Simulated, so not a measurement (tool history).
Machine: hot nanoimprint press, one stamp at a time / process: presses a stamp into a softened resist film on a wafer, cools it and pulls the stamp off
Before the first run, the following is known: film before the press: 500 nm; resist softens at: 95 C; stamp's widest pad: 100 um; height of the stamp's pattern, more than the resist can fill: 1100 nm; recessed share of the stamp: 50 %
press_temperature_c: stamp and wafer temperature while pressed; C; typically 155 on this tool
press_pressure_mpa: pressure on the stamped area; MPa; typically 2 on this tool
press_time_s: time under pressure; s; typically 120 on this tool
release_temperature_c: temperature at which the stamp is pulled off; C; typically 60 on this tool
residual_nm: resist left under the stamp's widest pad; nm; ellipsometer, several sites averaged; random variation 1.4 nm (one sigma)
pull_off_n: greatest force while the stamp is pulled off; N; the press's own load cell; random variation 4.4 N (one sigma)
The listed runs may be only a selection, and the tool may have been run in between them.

| run | hour | press_temperature_c | press_pressure_mpa | press_time_s | release_temperature_c | residual_nm | pull_off_n |
|---|---|---|---|---|---|---|---|
| 1 | 0 | 155 | 2 | 120 | 60 | 239.7 | 213 |
| 2 | 19.8 | 155 | 2 | 144 | 60 | 227.8 | 212 |
| 3 | 34.3 | 155 | 2 | 144 | 60 | 225.1 | 219 |
| 4 | 51.7 | 155 | 2 | 63 | 60 | 298.2 | 226 |
| 5 | 64.5 | 155 | 2 | 63 | 60 | 296.4 | 226 |
| 6 | 77.6 | 155 | 2 | 63 | 60 | 292.2 | 232 |
| 7 | 87 | 152 | 2 | 63 | 60 | 336.2 | 242 |
| 8 | 105.9 | 152 | 2 | 63 | 60 | 335.8 | 232 |
| 9 | 126.5 | 155 | 2 | 66 | 60 | 294.4 | 234 |
| 10 | 140.5 | 155 | 1.41 | 66 | 66 | 332.3 | 240 |

What does the tool deliver on the next run?
| 11 | 155.3 | 155 | 2 | 120 | 66 | ? | ? |

Run 11 yielded residual_nm 238.9 nm, pull_off_n 239 N.
Were there no unlogged condition in the tool, this run, its random variation unchanged, would have produced residual_nm 244.5 nm, pull_off_n 206 N.
